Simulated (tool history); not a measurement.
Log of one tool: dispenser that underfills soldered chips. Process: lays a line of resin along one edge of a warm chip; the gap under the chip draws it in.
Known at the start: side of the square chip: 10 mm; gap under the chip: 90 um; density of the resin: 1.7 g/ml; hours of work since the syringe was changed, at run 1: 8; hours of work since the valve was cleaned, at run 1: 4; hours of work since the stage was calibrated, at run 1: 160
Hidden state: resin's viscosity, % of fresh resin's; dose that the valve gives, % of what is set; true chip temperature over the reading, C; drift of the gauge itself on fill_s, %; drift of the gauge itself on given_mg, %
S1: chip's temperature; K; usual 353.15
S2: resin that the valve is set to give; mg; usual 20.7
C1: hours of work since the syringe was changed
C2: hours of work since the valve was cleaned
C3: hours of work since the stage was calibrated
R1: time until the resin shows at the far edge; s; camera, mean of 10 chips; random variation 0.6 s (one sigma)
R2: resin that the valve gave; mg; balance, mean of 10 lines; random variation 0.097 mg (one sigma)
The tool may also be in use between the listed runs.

{"run": 1, "hour": 0.0, "S1": 353.15, "S2": 20.7, "C1": 8, "C2": 4, "C3": 160, "R1": 107.8, "R2": 20.72}
{"hour": 0.7, "done": "new syringe of resin"}
{"run": 2, "hour": 6.6, "S1": 353.15, "S2": 20.7, "C1": 4, "C2": 8, "C3": 164, "R1": 71.1, "R2": 20.66}
{"run": 3, "hour": 9.3, "S1": 353.15, "S2": 20.7, "C1": 5, "C2": 10, "C3": 165, "R1": 81.1, "R2": 20.55}
{"run": 4, "hour": 13.8, "S1": 353.15, "S2": 20.7, "C1": 8, "C2": 13, "C3": 168, "R1": 104.3, "R2": 20.42}
{"hour": 14.5, "done": "new syringe of resin"}
{"run": 5, "hour": 17.7, "S1": 353.15, "S2": 20.7, "C1": 2, "C2": 15, "C3": 171, "R1": 59.9, "R2": 20.36}
{"run": 6, "hour": 20.5, "S1": 353.15, "S2": 20.7, "C1": 4, "C2": 17, "C3": 172, "R1": 70.0, "R2": 20.46}
{"run": 7, "hour": 24.7, "S1": 353.15, "S2": 20.7, "C1": 6, "C2": 19, "C3": 175, "R1": 90.1, "R2": 20.32}
{"hour": 28.3, "done": "new syringe of resin"}
{"run": 8, "hour": 31.1, "S1": 353.15, "S2": 20.7, "C1": 2, "C2": 23, "C3": 179, "R1": 59.5, "R2": 20.42}
{"run": 9, "hour": 37.1, "S1": 353.15, "S2": 26.6, "C1": 6, "C2": 27, "C3": 183, "R1": 79.6, "R2": 25.88}
{"hour": 42.0, "done": "new syringe of resin"}
{"run": 10, "hour": 42.2, "S1": 353.15, "S2": 22.4, "C1": 0, "C2": 30, "C3": 186, "R1": 50.5, "R2": 22.04}
{"run": 11, "hour": 45.4, "S1": 353.15, "S2": 23.8, "C1": 2, "C2": 32, "C3": 188, "R1": 59.2, "R2": 23.3}
{"run": 12, "hour": 50.0, "S1": 365.15, "S2": 20.7, "C1": 5, "C2": 35, "C3": 191, "R1": 54.4, "R2": 19.88}
{"run": 13, "hour": 53.7, "S1": 365.15, "S2": 20.7, "C1": 7, "C2": 37, "C3": 193, "R1": 66.7, "R2": 20.1}
{"hour": 55.9, "done": "new syringe of resin"}
{"run": 14, "hour": 57.8, "S1": 365.15, "S2": 20.7, "C1": 1, "C2": 40, "C3": 195, "R1": 39.7, "R2": 19.89}
{"run": 15, "hour": 63.4, "S1": 365.15, "S2": 20.7, "C1": 5, "C2": 43, "C3": 199, "R1": 54.0, "R2": 19.95}
{"run": 16, "hour": 68.7, "S1": 365.15, "S2": 20.7, "C1": 8, "C2": 47, "C3": 202, "R1": 72.9, "R2": 19.71}
{"hour": 69.5, "done": "new syringe of resin"}
{"run": 17, "hour": 73.0, "S1": 365.15, "S2": 20.7, "C1": 2, "C2": 49, "C3": 205, "R1": 42.5, "R2": 19.78}
{"run": 18, "hour": 76.4, "S1": 365.15, "S2": 22.2, "C1": 4, "C2": 51, "C3": 207, "R1": 49.4, "R2": 21.18}
{"run": 19, "hour": 80.8, "S1": 353.15, "S2": 23.6, "C1": 7, "C2": 54, "C3": 210, "R1": 91.3, "R2": 22.45}

Forecast run 20:
{"hour": 83.3, "done": "new syringe of resin"}
{"run": 20, "hour": 84.1, "S1": 350.15, "S2": 24.5, "C1": 1, "C2": 56, "C3": 212, "R1": "?", "R2": "?"}

{"run 20": {"R1": 57.1, "R2": 23.32}}
Without the tool's hidden state the same run would have given R1 56.0 s, R2 24.50 mg.
